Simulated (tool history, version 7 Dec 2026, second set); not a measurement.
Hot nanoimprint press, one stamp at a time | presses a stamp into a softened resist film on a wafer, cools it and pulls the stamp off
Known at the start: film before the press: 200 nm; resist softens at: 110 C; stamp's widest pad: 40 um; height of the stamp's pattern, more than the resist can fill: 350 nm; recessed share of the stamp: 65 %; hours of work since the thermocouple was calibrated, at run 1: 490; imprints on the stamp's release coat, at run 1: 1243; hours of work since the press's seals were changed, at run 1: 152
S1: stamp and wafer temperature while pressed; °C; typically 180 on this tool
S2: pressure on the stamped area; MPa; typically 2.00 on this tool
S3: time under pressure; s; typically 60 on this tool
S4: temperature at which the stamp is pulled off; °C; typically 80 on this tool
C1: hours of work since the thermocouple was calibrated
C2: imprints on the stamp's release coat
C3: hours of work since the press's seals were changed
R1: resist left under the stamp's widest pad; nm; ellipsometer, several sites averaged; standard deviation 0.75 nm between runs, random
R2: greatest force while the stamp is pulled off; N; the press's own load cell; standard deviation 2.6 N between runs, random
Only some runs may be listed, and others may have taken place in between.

| run | hour | S1 | S2 | S3 | S4 | C1 | C2 | C3 | R1 | R2 |
|---|---|---|---|---|---|---|---|---|---|---|
| 1 | 0.0 | 180 | 2.00 | 60 | 80 | 490 | 1243 | 152 | 91.8 | 121 |
|  | 6.9 | plate thermocouple calibrated |
| 2 | 11.2 | 180 | 2.00 | 60 | 80 | 3 | 1264 | 157 | 93.4 | 118 |
| 3 | 15.8 | 180 | 2.00 | 62 | 80 | 6 | 1276 | 161 | 90.7 | 116 |
| 4 | 20.5 | 185 | 2.00 | 62 | 80 | 9 | 1288 | 164 | 71.3 | 119 |
| 5 | 29.4 | 180 | 2.00 | 82 | 80 | 16 | 1311 | 170 | 82.7 | 120 |
| 6 | 34.8 | 180 | 1.23 | 60 | 80 | 19 | 1325 | 174 | 112.9 | 121 |
| 7 | 40.6 | 180 | 2.00 | 60 | 80 | 23 | 1340 | 178 | 91.6 | 115 |
| 8 | 47.1 | 180 | 2.00 | 60 | 80 | 28 | 1356 | 182 | 92.1 | 116 |
| 9 | 54.2 | 180 | 2.00 | 60 | 80 | 33 | 1375 | 187 | 91.4 | 117 |
| 10 | 59.9 | 180 | 2.00 | 60 | 80 | 37 | 1389 | 191 | 92.9 | 120 |
| 11 | 64.2 | 180 | 2.00 | 60 | 80 | 40 | 1400 | 194 | 92.8 | 116 |
| 12 | 70.3 | 180 | 2.00 | 60 | 80 | 44 | 1416 | 198 | 91.8 | 117 |
| 13 | 76.7 | 180 | 2.00 | 60 | 80 | 48 | 1432 | 203 | 92.4 | 115 |
| 14 | 85.0 | 180 | 2.00 | 60 | 80 | 54 | 1453 | 209 | 91.6 | 121 |
| 15 | 89.0 | 180 | 2.00 | 47 | 80 | 57 | 1464 | 211 | 101.5 | 117 |
| 16 | 96.0 | 180 | 2.00 | 47 | 80 | 62 | 1482 | 216 | 101.7 | 124 |
| 17 | 101.0 | 185 | 2.00 | 60 | 70 | 65 | 1494 | 220 | 72.4 | 149 |
| 18 | 107.4 | 180 | 2.00 | 30 | 80 | 70 | 1511 | 224 | 116.9 | 117 |
| 19 | 116.5 | 172 | 3.11 | 108 | 80 | 76 | 1534 | 230 | 90.2 | 117 |
| 20 | 123.4 | 180 | 2.93 | 74 | 80 | 81 | 1552 | 235 | 71.2 | 121 |
| 21 | 129.3 | 180 | 1.86 | 60 | 80 | 85 | 1567 | 239 | 94.8 | 119 |
| 22 | 136.2 | 180 | 1.86 | 60 | 80 | 90 | 1585 | 244 | 95.1 | 115 |
| 23 | 144.7 | 184 | 2.48 | 44 | 86 | 95 | 1606 | 250 | 78.7 | 103 |
| 24 | 148.7 | 187 | 2.28 | 60 | 66 | 98 | 1617 | 253 | 62.4 | 162 |
| 25 | 156.3 | 190 | 2.00 | 60 | 69 | 103 | 1636 | 258 | 57.5 | 158 |
| 26 | 165.5 | 190 | 2.00 | 60 | 69 | 110 | 1660 | 264 | 58.2 | 154 |
| 27 | 169.7 | 180 | 2.00 | 40 | 80 | 113 | 1670 | 267 | 105.8 | 121 |
| 28 | 179.0 | 180 | 3.18 | 40 | 80 | 119 | 1694 | 274 | 87.8 | 119 |

What will run 29 give?
| 29 | 185.8 | 180 | 3.18 | 40 | 80 | 124 | 1712 | 278 | ? | ? |

Run 29 came out at R1 88.7 nm, R2 121 N.
The same run, on a tool lacking any hidden state, would have yielded R1 88.7 nm, R2 120 N.
